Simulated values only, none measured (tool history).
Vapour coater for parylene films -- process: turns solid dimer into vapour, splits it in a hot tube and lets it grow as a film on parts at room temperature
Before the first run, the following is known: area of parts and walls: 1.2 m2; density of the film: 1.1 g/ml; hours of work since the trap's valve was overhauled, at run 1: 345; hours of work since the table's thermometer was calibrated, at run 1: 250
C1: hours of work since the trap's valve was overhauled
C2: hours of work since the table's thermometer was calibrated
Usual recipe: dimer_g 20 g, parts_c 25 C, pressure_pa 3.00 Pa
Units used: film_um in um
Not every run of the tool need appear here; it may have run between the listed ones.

{"run": 1, "hour": 0.0, "dimer_g": 20, "parts_c": 25, "pressure_pa": 3.0, "C1": 345, "C2": 250, "film_um": 10.61}
{"run": 2, "hour": 53.7, "dimer_g": 20, "parts_c": 25, "pressure_pa": 3.0, "C1": 367, "C2": 272, "film_um": 10.54}
{"run": 3, "hour": 83.3, "dimer_g": 14, "parts_c": 25, "pressure_pa": 3.0, "C1": 380, "C2": 284, "film_um": 7.45}
{"run": 4, "hour": 114.7, "dimer_g": 14, "parts_c": 25, "pressure_pa": 3.0, "C1": 392, "C2": 297, "film_um": 7.35}
{"hour": 130.3, "done": "trap's valve overhauled"}
{"run": 5, "hour": 151.4, "dimer_g": 14, "parts_c": 25, "pressure_pa": 3.0, "C1": 9, "C2": 311, "film_um": 7.36}
{"run": 6, "hour": 192.6, "dimer_g": 14, "parts_c": 25, "pressure_pa": 3.0, "C1": 26, "C2": 328, "film_um": 7.42}
{"run": 7, "hour": 238.1, "dimer_g": 20, "parts_c": 25, "pressure_pa": 3.0, "C1": 45, "C2": 347, "film_um": 10.71}
{"run": 8, "hour": 290.8, "dimer_g": 20, "parts_c": 25, "pressure_pa": 3.0, "C1": 66, "C2": 368, "film_um": 10.69}
{"run": 9, "hour": 346.4, "dimer_g": 20, "parts_c": 34, "pressure_pa": 3.0, "C1": 89, "C2": 391, "film_um": 7.77}
{"run": 10, "hour": 398.8, "dimer_g": 20, "parts_c": 34, "pressure_pa": 3.0, "C1": 111, "C2": 413, "film_um": 7.69}
{"run": 11, "hour": 434.6, "dimer_g": 27, "parts_c": 27, "pressure_pa": 9.49, "C1": 126, "C2": 428, "film_um": 11.2}
{"run": 12, "hour": 466.2, "dimer_g": 29, "parts_c": 27, "pressure_pa": 10.5, "C1": 139, "C2": 441, "film_um": 11.84}
{"run": 13, "hour": 519.1, "dimer_g": 29, "parts_c": 32, "pressure_pa": 10.5, "C1": 160, "C2": 463, "film_um": 9.94}
{"run": 14, "hour": 558.0, "dimer_g": 29, "parts_c": 32, "pressure_pa": 10.5, "C1": 176, "C2": 479, "film_um": 10.04}
{"run": 15, "hour": 595.2, "dimer_g": 15, "parts_c": 17, "pressure_pa": 10.5, "C1": 192, "C2": 494, "film_um": 8.55}
{"run": 16, "hour": 645.0, "dimer_g": 15, "parts_c": 17, "pressure_pa": 10.5, "C1": 212, "C2": 514, "film_um": 8.66}
{"run": 17, "hour": 672.4, "dimer_g": 17, "parts_c": 25, "pressure_pa": 3.0, "C1": 224, "C2": 526, "film_um": 9.16}
{"run": 18, "hour": 702.0, "dimer_g": 11, "parts_c": 17, "pressure_pa": 11.94, "C1": 236, "C2": 538, "film_um": 6.21}
{"run": 19, "hour": 747.2, "dimer_g": 17, "parts_c": 25, "pressure_pa": 6.44, "C1": 255, "C2": 557, "film_um": 7.92}

Each row is a separate what-if for the run after 19, all from the same tool condition, not one after another. Results?
{"run": "A", "hour": 798.0, "dimer_g": 19, "parts_c": 19, "pressure_pa": 5.48, "C1": 276, "C2": 578, "film_um": "?"}
{"run": "B", "hour": 798.0, "dimer_g": 20, "parts_c": 24, "pressure_pa": 5.43, "C1": 276, "C2": 578, "film_um": "?"}
{"run": "C", "hour": 798.0, "dimer_g": 17, "parts_c": 25, "pressure_pa": 7.78, "C1": 276, "C2": 578, "film_um": "?"}
{"run": "D", "hour": 798.0, "dimer_g": 8, "parts_c": 25, "pressure_pa": 3.88, "C1": 276, "C2": 578, "film_um": "?"}
{"run": "E", "hour": 798.0, "dimer_g": 34, "parts_c": 35, "pressure_pa": 3.0, "C1": 276, "C2": 578, "film_um": "?"}

run=A film_um=11.17
run=B film_um=10.05
run=C film_um=7.85
run=D film_um=4.03
run=E film_um=12.62
What these runs would have given with no unlogged condition in the tool:
run=A film_um=11.21
run=B film_um=10.09
run=C film_um=7.88
run=D film_um=4.05
run=E film_um=12.66
